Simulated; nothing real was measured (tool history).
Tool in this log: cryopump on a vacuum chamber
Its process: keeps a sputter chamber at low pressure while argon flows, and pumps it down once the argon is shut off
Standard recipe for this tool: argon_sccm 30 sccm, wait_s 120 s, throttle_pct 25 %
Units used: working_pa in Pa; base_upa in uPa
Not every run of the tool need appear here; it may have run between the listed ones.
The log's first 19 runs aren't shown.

run	hour	argon_sccm	wait_s	throttle_pct	hours of work since the pump was warmed up and emptied	hours of work since the cold head was overhauled	hours of work since the chamber's fittings were tightened	working_pa	base_upa
20	989	42	68	18	321	3279	957	0.2204	0.94
21	1036.5	42	68	18	363	3320	998	0.2207	1
22	1067.9	42	68	18	390	3347	1026	0.2211	1.06
23	1103.6	14	145	25	421	3379	1057	0.0545	0.9
# hour 1154.3: pump warmed up, emptied and cooled again
24	1154.3	26	130	56	0	3418	1097	0.0442	0.86
25	1197.4	22	130	56	38	3456	1134	0.0369	0.88
26	1253.1	22	130	56	86	3505	1183	0.0379	0.85
27	1284.6	21	130	20	114	3532	1210	0.0982	0.86
28	1345.1	30	120	18	166	3585	1263	0.1553	0.97
29	1415.6	30	120	23	228	3646	1325	0.1242	1.04
30	1457.4	22	45	39	264	3683	1361	0.0537	1.3
31	1496.3	12	45	32	298	3717	1395	0.0367	1.31
32	1540.1	15	120	25	337	3755	1433	0.0568	1.16
33	1602.2	15	120	25	391	3809	1487	0.0568	1.1

Below are 3 alternative next runs, each starting from the tool's condition after run 33. Predict each:
A	1638	15	120	21	422	3840	1519	?	?
B	1638	13	258	57	422	3840	1519	?	?
C	1638	50	288	23	422	3840	1519	?	?

run	working_pa	base_upa
A	0.0689	1.19
B	0.0241	1.13
C	0.2108	1.11
With no hidden state in the tool, these same runs would have given:
run	working_pa	base_upa
A	0.066	0.29
B	0.0216	0.25
C	0.2013	0.23

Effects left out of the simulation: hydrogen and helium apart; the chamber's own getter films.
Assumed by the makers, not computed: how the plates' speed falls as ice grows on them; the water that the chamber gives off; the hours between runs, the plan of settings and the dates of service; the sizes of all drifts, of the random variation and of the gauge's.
